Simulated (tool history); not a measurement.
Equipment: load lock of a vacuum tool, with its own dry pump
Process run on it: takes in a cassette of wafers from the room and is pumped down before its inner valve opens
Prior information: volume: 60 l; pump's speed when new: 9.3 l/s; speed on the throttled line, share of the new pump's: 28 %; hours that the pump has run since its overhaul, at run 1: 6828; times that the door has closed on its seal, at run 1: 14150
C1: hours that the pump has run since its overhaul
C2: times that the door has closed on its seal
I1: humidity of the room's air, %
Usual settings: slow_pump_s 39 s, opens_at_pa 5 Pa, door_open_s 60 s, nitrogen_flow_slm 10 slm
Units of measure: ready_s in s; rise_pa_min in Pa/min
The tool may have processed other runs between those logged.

{"run": 1, "hour": 0.0, "slow_pump_s": 39, "opens_at_pa": 5, "door_open_s": 60, "nitrogen_flow_slm": 10, "C1": 6828, "C2": 14150, "I1": 42.8, "ready_s": 102.8, "rise_pa_min": 0.1}
{"run": 2, "hour": 212.3, "slow_pump_s": 39, "opens_at_pa": 5, "door_open_s": 60, "nitrogen_flow_slm": 17, "C1": 7041, "C2": 14429, "I1": 47.6, "ready_s": 105.5, "rise_pa_min": 0.099}
{"run": 3, "hour": 431.5, "slow_pump_s": 39, "opens_at_pa": 5, "door_open_s": 60, "nitrogen_flow_slm": 17, "C1": 7260, "C2": 14718, "I1": 47.1, "ready_s": 104.1, "rise_pa_min": 0.1}
{"run": 4, "hour": 641.1, "slow_pump_s": 45, "opens_at_pa": 5, "door_open_s": 60, "nitrogen_flow_slm": 17, "C1": 7469, "C2": 14994, "I1": 45.8, "ready_s": 108.2, "rise_pa_min": 0.097}
{"run": 5, "hour": 968.1, "slow_pump_s": 37, "opens_at_pa": 5, "door_open_s": 60, "nitrogen_flow_slm": 10, "C1": 7797, "C2": 15425, "I1": 45.3, "ready_s": 103.5, "rise_pa_min": 0.1}
{"run": 6, "hour": 1167.9, "slow_pump_s": 39, "opens_at_pa": 5, "door_open_s": 60, "nitrogen_flow_slm": 10, "C1": 7996, "C2": 15688, "I1": 47.0, "ready_s": 105.2, "rise_pa_min": 0.106}
{"run": 7, "hour": 1357.8, "slow_pump_s": 39, "opens_at_pa": 5, "door_open_s": 60, "nitrogen_flow_slm": 10, "C1": 8186, "C2": 15938, "I1": 44.1, "ready_s": 106.4, "rise_pa_min": 0.108}
{"run": 8, "hour": 1665.0, "slow_pump_s": 39, "opens_at_pa": 5, "door_open_s": 60, "nitrogen_flow_slm": 10, "C1": 8493, "C2": 16342, "I1": 44.6, "ready_s": 108.1, "rise_pa_min": 0.106}
{"run": 9, "hour": 1826.2, "slow_pump_s": 47, "opens_at_pa": 5, "door_open_s": 60, "nitrogen_flow_slm": 10, "C1": 8655, "C2": 16555, "I1": 47.2, "ready_s": 113.2, "rise_pa_min": 0.114}
{"run": 10, "hour": 2096.8, "slow_pump_s": 47, "opens_at_pa": 5, "door_open_s": 60, "nitrogen_flow_slm": 10, "C1": 8925, "C2": 16911, "I1": 44.3, "ready_s": 113.4, "rise_pa_min": 0.11}
{"run": 11, "hour": 2408.1, "slow_pump_s": 47, "opens_at_pa": 5, "door_open_s": 60, "nitrogen_flow_slm": 10, "C1": 9237, "C2": 17321, "I1": 45.3, "ready_s": 114.7, "rise_pa_min": 0.113}
{"run": 12, "hour": 2682.9, "slow_pump_s": 39, "opens_at_pa": 5, "door_open_s": 47, "nitrogen_flow_slm": 10, "C1": 9511, "C2": 17683, "I1": 45.6, "ready_s": 110.2, "rise_pa_min": 0.109}
{"hour": 2966.1, "done": "dry pump taken out, an overhauled one fitted"}
{"run": 13, "hour": 2966.1, "slow_pump_s": 39, "opens_at_pa": 5, "door_open_s": 47, "nitrogen_flow_slm": 10, "C1": 0, "C2": 18048, "I1": 43.0, "ready_s": 91.8, "rise_pa_min": 0.112}
{"run": 14, "hour": 3184.4, "slow_pump_s": 39, "opens_at_pa": 5, "door_open_s": 47, "nitrogen_flow_slm": 10, "C1": 218, "C2": 18335, "I1": 44.9, "ready_s": 93.2, "rise_pa_min": 0.115}
{"run": 15, "hour": 3517.7, "slow_pump_s": 39, "opens_at_pa": 5, "door_open_s": 60, "nitrogen_flow_slm": 10, "C1": 552, "C2": 18774, "I1": 46.7, "ready_s": 92.9, "rise_pa_min": 0.124}
{"run": 16, "hour": 3756.5, "slow_pump_s": 39, "opens_at_pa": 5, "door_open_s": 60, "nitrogen_flow_slm": 10, "C1": 790, "C2": 19089, "I1": 46.8, "ready_s": 93.8, "rise_pa_min": 0.13}
{"run": 17, "hour": 3986.0, "slow_pump_s": 39, "opens_at_pa": 5, "door_open_s": 204, "nitrogen_flow_slm": 10, "C1": 1020, "C2": 19391, "I1": 44.3, "ready_s": 94.1, "rise_pa_min": 0.172}
{"run": 18, "hour": 4165.7, "slow_pump_s": 25, "opens_at_pa": 6, "door_open_s": 204, "nitrogen_flow_slm": 10, "C1": 1200, "C2": 19628, "I1": 44.5, "ready_s": 83.1, "rise_pa_min": 0.175}
{"run": 19, "hour": 4380.4, "slow_pump_s": 25, "opens_at_pa": 6, "door_open_s": 204, "nitrogen_flow_slm": 10, "C1": 1414, "C2": 19910, "I1": 46.9, "ready_s": 83.8, "rise_pa_min": 0.181}
{"run": 20, "hour": 4660.2, "slow_pump_s": 25, "opens_at_pa": 6, "door_open_s": 204, "nitrogen_flow_slm": 13, "C1": 1694, "C2": 20279, "I1": 43.5, "ready_s": 85.2, "rise_pa_min": 0.166}
{"run": 21, "hour": 4891.3, "slow_pump_s": 72, "opens_at_pa": 7, "door_open_s": 204, "nitrogen_flow_slm": 13, "C1": 1925, "C2": 20583, "I1": 44.2, "ready_s": 116.5, "rise_pa_min": 0.178}
{"run": 22, "hour": 5227.2, "slow_pump_s": 72, "opens_at_pa": 7, "door_open_s": 204, "nitrogen_flow_slm": 13, "C1": 2261, "C2": 21025, "I1": 43.1, "ready_s": 116.9, "rise_pa_min": 0.176}
{"run": 23, "hour": 5472.6, "slow_pump_s": 39, "opens_at_pa": 8, "door_open_s": 88, "nitrogen_flow_slm": 10, "C1": 2506, "C2": 21348, "I1": 41.5, "ready_s": 92.5, "rise_pa_min": 0.146}
{"run": 24, "hour": 5741.0, "slow_pump_s": 48, "opens_at_pa": 6, "door_open_s": 60, "nitrogen_flow_slm": 10, "C1": 2775, "C2": 21702, "I1": 45.2, "ready_s": 101.4, "rise_pa_min": 0.145}
{"run": 25, "hour": 5948.7, "slow_pump_s": 48, "opens_at_pa": 6, "door_open_s": 60, "nitrogen_flow_slm": 10, "C1": 2983, "C2": 21975, "I1": 47.9, "ready_s": 103.3, "rise_pa_min": 0.146}
{"run": 26, "hour": 6211.0, "slow_pump_s": 35, "opens_at_pa": 6, "door_open_s": 67, "nitrogen_flow_slm": 10, "C1": 3245, "C2": 22321, "I1": 46.2, "ready_s": 93.9, "rise_pa_min": 0.146}
{"run": 27, "hour": 6581.1, "slow_pump_s": 68, "opens_at_pa": 6, "door_open_s": 67, "nitrogen_flow_slm": 10, "C1": 3615, "C2": 22808, "I1": 42.2, "ready_s": 116.7, "rise_pa_min": 0.149}
{"run": 28, "hour": 6887.6, "slow_pump_s": 66, "opens_at_pa": 8, "door_open_s": 187, "nitrogen_flow_slm": 8, "C1": 3922, "C2": 23212, "I1": 45.8, "ready_s": 113.1, "rise_pa_min": 0.194}
{"run": 29, "hour": 7176.7, "slow_pump_s": 37, "opens_at_pa": 5, "door_open_s": 60, "nitrogen_flow_slm": 10, "C1": 4211, "C2": 23593, "I1": 43.6, "ready_s": 98.4, "rise_pa_min": 0.154}
{"run": 30, "hour": 7498.6, "slow_pump_s": 61, "opens_at_pa": 10, "door_open_s": 41, "nitrogen_flow_slm": 5, "C1": 4532, "C2": 24016, "I1": 44.4, "ready_s": 108.8, "rise_pa_min": 0.15}
{"run": 31, "hour": 7682.8, "slow_pump_s": 39, "opens_at_pa": 5, "door_open_s": 30, "nitrogen_flow_slm": 12, "C1": 4717, "C2": 24259, "I1": 46.5, "ready_s": 99.3, "rise_pa_min": 0.143}
{"run": 32, "hour": 8013.4, "slow_pump_s": 39, "opens_at_pa": 5, "door_open_s": 111, "nitrogen_flow_slm": 6, "C1": 5047, "C2": 24694, "I1": 47.9, "ready_s": 100.4, "rise_pa_min": 0.188}
{"run": 33, "hour": 8309.8, "slow_pump_s": 59, "opens_at_pa": 6, "door_open_s": 36, "nitrogen_flow_slm": 41, "C1": 5344, "C2": 25085, "I1": 45.6, "ready_s": 113.3, "rise_pa_min": 0.144}

What differs in the tool's unlogged condition from the final listed run ahead of each entry between runs to the first listed run following it?
Runs 12 to 13: dry pump taken out, an overhauled one fitted (hour 2966.1)
  pump's speed, % of a new pump's: 76.1 -> 99.6; leak at the door's seal, Pa l/s: 0.0785 -> 0.0807
  measured value less the no-hidden-state value, ready_s: +17.2 -> +0.3 s; rise_pa_min: +0.076 -> +0.079 Pa/min
